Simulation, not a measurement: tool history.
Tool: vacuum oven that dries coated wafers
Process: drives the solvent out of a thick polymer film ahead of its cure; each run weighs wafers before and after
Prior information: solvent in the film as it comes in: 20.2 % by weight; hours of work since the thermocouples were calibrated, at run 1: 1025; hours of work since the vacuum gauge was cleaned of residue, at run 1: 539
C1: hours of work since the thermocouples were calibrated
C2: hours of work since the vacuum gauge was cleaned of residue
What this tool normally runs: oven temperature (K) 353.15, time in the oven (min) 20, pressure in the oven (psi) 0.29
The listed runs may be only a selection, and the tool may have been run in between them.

{"run": 1, "hour": 0.0, "oven temperature (K)": 353.15, "time in the oven (min)": 20, "pressure in the oven (psi)": 0.29, "C1": 1025, "C2": 539, "solvent left in the film (%)": 4.34}
{"run": 2, "hour": 11.7, "oven temperature (K)": 353.15, "time in the oven (min)": 20, "pressure in the oven (psi)": 0.29, "C1": 1034, "C2": 547, "solvent left in the film (%)": 4.35}
{"run": 3, "hour": 21.6, "oven temperature (K)": 353.15, "time in the oven (min)": 20, "pressure in the oven (psi)": 0.29, "C1": 1041, "C2": 555, "solvent left in the film (%)": 4.41}
{"run": 4, "hour": 34.7, "oven temperature (K)": 353.15, "time in the oven (min)": 13, "pressure in the oven (psi)": 0.29, "C1": 1051, "C2": 565, "solvent left in the film (%)": 6.58}
{"run": 5, "hour": 43.9, "oven temperature (K)": 353.15, "time in the oven (min)": 13, "pressure in the oven (psi)": 0.29, "C1": 1058, "C2": 571, "solvent left in the film (%)": 6.71}
{"run": 6, "hour": 62.8, "oven temperature (K)": 353.15, "time in the oven (min)": 13, "pressure in the oven (psi)": 0.29, "C1": 1072, "C2": 585, "solvent left in the film (%)": 6.68}
{"run": 7, "hour": 85.3, "oven temperature (K)": 353.15, "time in the oven (min)": 20, "pressure in the oven (psi)": 0.29, "C1": 1088, "C2": 602, "solvent left in the film (%)": 4.27}
{"run": 8, "hour": 96.1, "oven temperature (K)": 353.15, "time in the oven (min)": 20, "pressure in the oven (psi)": 0.29, "C1": 1096, "C2": 610, "solvent left in the film (%)": 4.35}
{"run": 9, "hour": 111.5, "oven temperature (K)": 353.15, "time in the oven (min)": 20, "pressure in the oven (psi)": 0.29, "C1": 1108, "C2": 622, "solvent left in the film (%)": 4.33}
{"run": 10, "hour": 124.5, "oven temperature (K)": 353.15, "time in the oven (min)": 20, "pressure in the oven (psi)": 0.29, "C1": 1117, "C2": 631, "solvent left in the film (%)": 4.33}
{"run": 11, "hour": 141.7, "oven temperature (K)": 353.15, "time in the oven (min)": 20, "pressure in the oven (psi)": 0.29, "C1": 1130, "C2": 644, "solvent left in the film (%)": 4.35}
{"run": 12, "hour": 155.9, "oven temperature (K)": 353.15, "time in the oven (min)": 20, "pressure in the oven (psi)": 0.29, "C1": 1141, "C2": 654, "solvent left in the film (%)": 4.39}
{"run": 13, "hour": 166.1, "oven temperature (K)": 353.15, "time in the oven (min)": 20, "pressure in the oven (psi)": 0.29, "C1": 1148, "C2": 662, "solvent left in the film (%)": 4.21}
{"run": 14, "hour": 184.8, "oven temperature (K)": 353.15, "time in the oven (min)": 28, "pressure in the oven (psi)": 0.29, "C1": 1162, "C2": 676, "solvent left in the film (%)": 2.77}
{"run": 15, "hour": 194.3, "oven temperature (K)": 353.15, "time in the oven (min)": 28, "pressure in the oven (psi)": 0.29, "C1": 1169, "C2": 683, "solvent left in the film (%)": 2.79}
{"hour": 197.8, "done": "vacuum gauge cleaned of residue and calibrated"}
{"hour": 208.7, "done": "oven's thermocouples calibrated"}
{"run": 16, "hour": 216.1, "oven temperature (K)": 353.15, "time in the oven (min)": 20, "pressure in the oven (psi)": 0.29, "C1": 6, "C2": 12, "solvent left in the film (%)": 5.03}
{"run": 17, "hour": 236.5, "oven temperature (K)": 353.15, "time in the oven (min)": 20, "pressure in the oven (psi)": 0.29, "C1": 21, "C2": 27, "solvent left in the film (%)": 5.19}
{"run": 18, "hour": 248.4, "oven temperature (K)": 353.15, "time in the oven (min)": 20, "pressure in the oven (psi)": 0.29, "C1": 29, "C2": 36, "solvent left in the film (%)": 5.14}
{"hour": 269.3, "done": "vacuum gauge cleaned of residue and calibrated, once more"}
{"run": 19, "hour": 270.4, "oven temperature (K)": 353.15, "time in the oven (min)": 20, "pressure in the oven (psi)": 0.29, "C1": 45, "C2": 1, "solvent left in the film (%)": 4.96}
{"run": 20, "hour": 288.7, "oven temperature (K)": 353.15, "time in the oven (min)": 20, "pressure in the oven (psi)": 0.29, "C1": 58, "C2": 14, "solvent left in the film (%)": 4.93}
{"run": 21, "hour": 311.0, "oven temperature (K)": 353.15, "time in the oven (min)": 20, "pressure in the oven (psi)": 0.29, "C1": 75, "C2": 31, "solvent left in the film (%)": 4.97}
{"run": 22, "hour": 325.7, "oven temperature (K)": 353.15, "time in the oven (min)": 35, "pressure in the oven (psi)": 0.676, "C1": 86, "C2": 42, "solvent left in the film (%)": 3.85}
{"run": 23, "hour": 343.8, "oven temperature (K)": 353.15, "time in the oven (min)": 35, "pressure in the oven (psi)": 0.676, "C1": 99, "C2": 55, "solvent left in the film (%)": 3.67}
{"run": 24, "hour": 363.1, "oven temperature (K)": 353.15, "time in the oven (min)": 35, "pressure in the oven (psi)": 0.676, "C1": 113, "C2": 70, "solvent left in the film (%)": 3.79}
{"run": 25, "hour": 382.4, "oven temperature (K)": 368.15, "time in the oven (min)": 13, "pressure in the oven (psi)": 0.209, "C1": 128, "C2": 84, "solvent left in the film (%)": 2.19}
{"run": 26, "hour": 405.1, "oven temperature (K)": 354.15, "time in the oven (min)": 24, "pressure in the oven (psi)": 0.219, "C1": 145, "C2": 101, "solvent left in the film (%)": 3.38}
{"run": 27, "hour": 415.8, "oven temperature (K)": 354.15, "time in the oven (min)": 24, "pressure in the oven (psi)": 0.219, "C1": 152, "C2": 109, "solvent left in the film (%)": 3.44}
{"run": 28, "hour": 428.4, "oven temperature (K)": 354.15, "time in the oven (min)": 24, "pressure in the oven (psi)": 0.219, "C1": 162, "C2": 118, "solvent left in the film (%)": 3.37}
{"run": 29, "hour": 439.7, "oven temperature (K)": 341.15, "time in the oven (min)": 17, "pressure in the oven (psi)": 0.45, "C1": 170, "C2": 126, "solvent left in the film (%)": 10.79}
{"run": 30, "hour": 457.2, "oven temperature (K)": 342.15, "time in the oven (min)": 17, "pressure in the oven (psi)": 0.183, "C1": 183, "C2": 139, "solvent left in the film (%)": 9.37}
{"run": 31, "hour": 470.8, "oven temperature (K)": 353.15, "time in the oven (min)": 21, "pressure in the oven (psi)": 0.319, "C1": 193, "C2": 149, "solvent left in the film (%)": 4.82}
{"run": 32, "hour": 483.4, "oven temperature (K)": 353.15, "time in the oven (min)": 19, "pressure in the oven (psi)": 0.511, "C1": 203, "C2": 159, "solvent left in the film (%)": 5.88}
{"run": 33, "hour": 495.9, "oven temperature (K)": 353.15, "time in the oven (min)": 16, "pressure in the oven (psi)": 0.731, "C1": 212, "C2": 168, "solvent left in the film (%)": 7.11}
{"run": 34, "hour": 509.8, "oven temperature (K)": 353.15, "time in the oven (min)": 12, "pressure in the oven (psi)": 0.287, "C1": 222, "C2": 178, "solvent left in the film (%)": 7.65}
{"run": 35, "hour": 520.1, "oven temperature (K)": 353.15, "time in the oven (min)": 18, "pressure in the oven (psi)": 0.654, "C1": 230, "C2": 186, "solvent left in the film (%)": 6.23}
{"run": 36, "hour": 529.9, "oven temperature (K)": 353.15, "time in the oven (min)": 24, "pressure in the oven (psi)": 0.149, "C1": 237, "C2": 193, "solvent left in the film (%)": 3.42}
{"run": 37, "hour": 551.0, "oven temperature (K)": 346.15, "time in the oven (min)": 24, "pressure in the oven (psi)": 0.149, "C1": 253, "C2": 209, "solvent left in the film (%)": 6.08}
{"run": 38, "hour": 573.0, "oven temperature (K)": 347.15, "time in the oven (min)": 17, "pressure in the oven (psi)": 0.294, "C1": 269, "C2": 225, "solvent left in the film (%)": 8.23}
{"run": 39, "hour": 591.6, "oven temperature (K)": 347.15, "time in the oven (min)": 17, "pressure in the oven (psi)": 0.294, "C1": 283, "C2": 239, "solvent left in the film (%)": 8.16}
{"run": 40, "hour": 613.8, "oven temperature (K)": 353.15, "time in the oven (min)": 18, "pressure in the oven (psi)": 0.29, "C1": 299, "C2": 256, "solvent left in the film (%)": 5.33}

Here are 5 independent what-if runs from the current tool condition. What would each one return?
{"run": "A", "hour": 636.4, "oven temperature (K)": 353.15, "time in the oven (min)": 18, "pressure in the oven (psi)": 0.29, "C1": 316, "C2": 272, "solvent left in the film (%)": "?"}
{"run": "B", "hour": 636.4, "oven temperature (K)": 353.15, "time in the oven (min)": 27, "pressure in the oven (psi)": 0.29, "C1": 316, "C2": 272, "solvent left in the film (%)": "?"}
{"run": "C", "hour": 636.4, "oven temperature (K)": 341.15, "time in the oven (min)": 20, "pressure in the oven (psi)": 0.29, "C1": 316, "C2": 272, "solvent left in the film (%)": "?"}
{"run": "D", "hour": 636.4, "oven temperature (K)": 353.15, "time in the oven (min)": 20, "pressure in the oven (psi)": 0.435, "C1": 316, "C2": 272, "solvent left in the film (%)": "?"}
{"run": "E", "hour": 636.4, "oven temperature (K)": 353.15, "time in the oven (min)": 18, "pressure in the oven (psi)": 0.148, "C1": 316, "C2": 272, "solvent left in the film (%)": "?"}

run=A solvent_left_in_the_film_(%)=5.36
run=B solvent_left_in_the_film_(%)=3.38
run=C solvent_left_in_the_film_(%)=9.26
run=D solvent_left_in_the_film_(%)=5.18
run=E solvent_left_in_the_film_(%)=4.96
Had the tool no hidden state, the same runs would have come out as:
run=A solvent_left_in_the_film_(%)=5.43
run=B solvent_left_in_the_film_(%)=3.42
run=C solvent_left_in_the_film_(%)=9.32
run=D solvent_left_in_the_film_(%)=5.25
run=E solvent_left_in_the_film_(%)=5.03

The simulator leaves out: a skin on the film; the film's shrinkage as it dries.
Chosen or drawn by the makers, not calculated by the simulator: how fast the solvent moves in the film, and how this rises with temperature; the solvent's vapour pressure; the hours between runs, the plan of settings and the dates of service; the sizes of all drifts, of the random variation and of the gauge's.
